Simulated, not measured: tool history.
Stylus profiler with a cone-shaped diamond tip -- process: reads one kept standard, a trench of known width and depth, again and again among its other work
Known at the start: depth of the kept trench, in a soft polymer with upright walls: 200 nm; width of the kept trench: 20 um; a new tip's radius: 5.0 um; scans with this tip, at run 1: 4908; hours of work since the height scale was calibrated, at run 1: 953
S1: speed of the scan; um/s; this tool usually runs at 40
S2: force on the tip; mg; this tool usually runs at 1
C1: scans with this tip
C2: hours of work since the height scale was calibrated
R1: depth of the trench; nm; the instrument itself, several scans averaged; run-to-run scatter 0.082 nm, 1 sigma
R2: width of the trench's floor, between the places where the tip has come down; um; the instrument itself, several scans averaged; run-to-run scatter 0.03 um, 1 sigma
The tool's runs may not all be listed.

| run | hour | S1 | S2 | C1 | C2 | R1 | R2 |
|---|---|---|---|---|---|---|---|
| 1 | 0 | 40 | 1 | 4908 | 953 | 201.01 | 16.09 |
| 2 | 108.8 | 40 | 1 | 5168 | 1003 | 200.85 | 16.05 |
| 3 | 222.8 | 14 | 1 | 5441 | 1056 | 200.84 | 16.22 |
| 4 | 303.5 | 14 | 0.83 | 5634 | 1094 | 200.74 | 16.21 |
| 5 | 413.2 | 14 | 0.83 | 5896 | 1145 | 200.86 | 16.14 |
| 6 | 475.9 | 40 | 1 | 6046 | 1174 | 200.88 | 15.94 |
| 7 | 551.4 | 40 | 1 | 6226 | 1209 | 200.9 | 15.95 |
| 8 | 624.1 | 61 | 1 | 6400 | 1242 | 200.83 | 15.69 |
| 9 | 696.6 | 61 | 1 | 6574 | 1276 | 200.85 | 15.61 |
| 10 | 811.3 | 40 | 1 | 6848 | 1329 | 200.74 | 15.81 |
| 11 | 861.4 | 40 | 0.43 | 6968 | 1353 | 200.15 | 15.61 |
| 12 | 948.7 | 40 | 0.43 | 7177 | 1393 | 200.13 | 15.63 |
| 13 | 1031.9 | 40 | 0.43 | 7376 | 1432 | 200.28 | 15.62 |
| 14 | 1124.9 | 40 | 1 | 7598 | 1475 | 200.75 | 15.72 |
| 15 | 1196.6 | 40 | 1 | 7769 | 1508 | 200.58 | 15.73 |
| 16 | 1287.5 | 19 | 1 | 7987 | 1550 | 200.61 | 15.9 |
|  | 1360.8 | new tip fitted, height scale calibrated |
| 17 | 1390.8 | 119 | 1.19 | 72 | 14 | 201.43 | 16.17 |
| 18 | 1498.2 | 119 | 1.19 | 329 | 64 | 201.57 | 16.15 |
| 19 | 1577.7 | 119 | 1.19 | 519 | 101 | 201.31 | 16.09 |
| 20 | 1670.4 | 123 | 0.74 | 741 | 144 | 200.97 | 15.73 |
| 21 | 1743.4 | 82 | 2.58 | 915 | 178 | 202.39 | 16.56 |
| 22 | 1821.2 | 82 | 2.58 | 1101 | 214 | 202.47 | 16.52 |
| 23 | 1882.7 | 64 | 2.07 | 1248 | 242 | 202.1 | 16.58 |
| 24 | 1965.5 | 149 | 2.07 | 1446 | 281 | 202.06 | 15.98 |
| 25 | 2015.8 | 15 | 1.83 | 1566 | 304 | 201.86 | 16.87 |
| 26 | 2071.9 | 15 | 1.83 | 1701 | 330 | 201.89 | 16.81 |
| 27 | 2142.6 | 110 | 0.58 | 1870 | 363 | 200.72 | 15.54 |
| 28 | 2240.6 | 119 | 1.42 | 2104 | 408 | 201.48 | 15.91 |
| 29 | 2289.6 | 95 | 0.67 | 2221 | 431 | 200.9 | 15.77 |
| 30 | 2355.2 | 24 | 1.36 | 2378 | 462 | 201.41 | 16.63 |
| 31 | 2419.6 | 53 | 0.56 | 2532 | 491 | 200.68 | 16.13 |
| 32 | 2523.1 | 38 | 2.02 | 2780 | 540 | 201.95 | 16.51 |

Some steps in R1, run to run, broken into two amounts with sign: the step expected even without the hidden condition (settings, incoming material, random variation), and the rest, left for the hidden condition together with whatever gauge scatter is not in both the measured and the hidden-condition-free result:
Hidden state present: radius of the tip, um; height scale over the true one, %; drift of the gauge itself on depth_nm, %; drift of the gauge itself on floor_um, %.
Run 4 -> 5: no setting changed, nothing entered. R1 +0.12 nm: hidden state -0.03, all else +0.15.
Run 16 -> 17: S1 19 -> 119, S2 1 -> 1.19, new tip fitted, height scale calibrated. R1 +0.82 nm: hidden state +0.62, all else +0.2.
Run 20 -> 21: S1 123 -> 82, S2 0.74 -> 2.58. R1 +1.42 nm: hidden state -0.02, all else +1.44.
Run 26 -> 27: S1 15 -> 110, S2 1.83 -> 0.58. R1 -1.17 nm: hidden state -0.01, all else -1.16.
Run 27 -> 28: S1 110 -> 119, S2 0.58 -> 1.42. R1 +0.76 nm: hidden state -0.03, all else +0.79.
Run 31 -> 32: S1 53 -> 38, S2 0.56 -> 2.02. R1 +1.27 nm: hidden state -0.02, all else +1.29.

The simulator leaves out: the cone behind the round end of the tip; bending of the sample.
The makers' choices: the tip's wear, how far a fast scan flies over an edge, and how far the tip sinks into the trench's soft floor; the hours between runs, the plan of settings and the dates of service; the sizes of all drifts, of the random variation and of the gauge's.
